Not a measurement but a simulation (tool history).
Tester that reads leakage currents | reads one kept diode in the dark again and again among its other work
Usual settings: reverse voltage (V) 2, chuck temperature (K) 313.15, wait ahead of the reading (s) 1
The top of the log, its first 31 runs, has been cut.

run	hour	reverse voltage (V)	chuck temperature (K)	wait ahead of the reading (s)	hours of work since the probe card was cleaned	hours of work since the tester was calibrated	hours of work since the chuck was calibrated	current that the tester gives (pA)
32	826	7.66	328.15	0.43	1397	2239	1242	1344.3
33	861.8	6.75	313.15	0.48	1420	2262	1265	438.96
34	877.5	6.75	313.15	0.48	1430	2272	1275	437.32
35	912	6.75	313.15	0.48	1453	2294	1298	439.47
36	928.1	19.75	298.15	0.3	1463	2305	1308	219.02
37	958.9	1.31	299.15	1.89	1483	2325	1328	79.83
38	990.9	1.26	313.15	1	1504	2346	1349	237.47
39	1016.5	1.26	296.15	0.68	1521	2362	1366	61.56
40	1039.1	1.26	296.15	0.68	1535	2377	1381	61.73

Consider 4 possible next runs. They are alternatives, not a sequence: every one starts from the tool as it was left by run 40. What does each give?
A	1065.7	5.5	313.15	1	1553	2395	1398	?
B	1065.7	9.39	296.15	0.7	1553	2395	1398	?
C	1065.7	10.67	313.15	0.46	1553	2395	1398	?
D	1065.7	2.98	327.15	3.55	1553	2395	1398	?

run	current that the tester gives (pA)
A	402.18
B	134.01
C	516.81
D	887.11
With the hidden condition removed and each run's random variation left untouched, the same runs would have given:
run	current that the tester gives (pA)
A	417.22
B	132.78
C	532.51
D	923.41

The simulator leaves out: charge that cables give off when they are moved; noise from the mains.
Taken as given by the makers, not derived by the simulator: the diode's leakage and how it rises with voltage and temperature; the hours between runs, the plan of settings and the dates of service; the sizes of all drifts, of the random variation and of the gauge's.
